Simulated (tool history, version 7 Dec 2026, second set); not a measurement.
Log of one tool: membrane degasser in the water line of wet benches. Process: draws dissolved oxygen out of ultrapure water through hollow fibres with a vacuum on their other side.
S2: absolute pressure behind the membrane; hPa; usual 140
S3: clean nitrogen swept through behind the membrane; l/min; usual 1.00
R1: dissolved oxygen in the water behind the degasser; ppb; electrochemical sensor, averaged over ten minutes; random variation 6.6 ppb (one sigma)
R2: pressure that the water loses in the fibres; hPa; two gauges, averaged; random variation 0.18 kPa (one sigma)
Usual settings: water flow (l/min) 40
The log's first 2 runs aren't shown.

run 3 hour=178.2 | water_flow_(l/min)=40 S2=140 S3=1.00 | R1=823.0 R2=304.3
run 4 hour=263.5 | water_flow_(l/min)=40 S2=140 S3=1.00 | R1=825.4 R2=305.2
run 5 hour=358.6 | water_flow_(l/min)=40 S2=140 S3=1.00 | R1=818.1 R2=305.7
run 6 hour=461.7 | water_flow_(l/min)=40 S2=140 S3=1.83 | R1=520.3 R2=307.4
run 7 hour=545.6 | water_flow_(l/min)=40 S2=213 S3=1.83 | R1=831.9 R2=305.7
run 8 hour=636.9 | water_flow_(l/min)=40 S2=213 S3=1.83 | R1=829.8 R2=307.9
run 9 hour=703.1 | water_flow_(l/min)=43 S2=140 S3=1.00 | R1=878.1 R2=335.8
run 10 hour=802.4 | water_flow_(l/min)=40 S2=140 S3=2.67 | R1=382.7 R2=311.4
run 11 hour=899.9 | water_flow_(l/min)=40 S2=140 S3=2.67 | R1=382.3 R2=310.6
run 12 hour=963.3 | water_flow_(l/min)=41 S2=140 S3=2.67 | R1=389.5 R2=318.7
run 13 hour=1044.2 | water_flow_(l/min)=41 S2=140 S3=2.67 | R1=393.8 R2=318.6
run 14 hour=1104.8 | water_flow_(l/min)=41 S2=140 S3=2.67 | R1=389.0 R2=320.4
run 15 hour=1178.0 | water_flow_(l/min)=41 S2=140 S3=2.67 | R1=393.9 R2=319.1
run 16 hour=1239.9 | water_flow_(l/min)=24 S2=140 S3=1.00 | R1=544.9 R2=186.5
run 17 hour=1335.4 | water_flow_(l/min)=24 S2=140 S3=1.00 | R1=537.5 R2=183.2
run 18 hour=1410.6 | water_flow_(l/min)=40 S2=349 S3=1.00 | R1=2040.5 R2=315.9
run 19 hour=1501.7 | water_flow_(l/min)=27 S2=345 S3=2.03 | R1=862.5 R2=211.0
run 20 hour=1604.3 | water_flow_(l/min)=29 S2=160 S3=2.92 | R1=294.2 R2=224.7
run 21 hour=1674.4 | water_flow_(l/min)=29 S2=160 S3=2.92 | R1=296.9 R2=225.0
-- hour=1700.3 vacuum gauge calibrated
run 22 hour=1734.9 | water_flow_(l/min)=29 S2=160 S3=2.92 | R1=293.3 R2=226.8
run 23 hour=1805.1 | water_flow_(l/min)=40 S2=304 S3=0.46 | R1=2857.0 R2=312.7

Run 24 comes next. What will it give?
run 24 hour=1912.7 | water_flow_(l/min)=27 S2=140 S3=1.00 | R1=? R2=?

{"run 24": {"R1": 589.9, "R2": 208.3}}
Without the tool's hidden state the same run would have given R1 589.5 ppb, R2 202.2 hPa.

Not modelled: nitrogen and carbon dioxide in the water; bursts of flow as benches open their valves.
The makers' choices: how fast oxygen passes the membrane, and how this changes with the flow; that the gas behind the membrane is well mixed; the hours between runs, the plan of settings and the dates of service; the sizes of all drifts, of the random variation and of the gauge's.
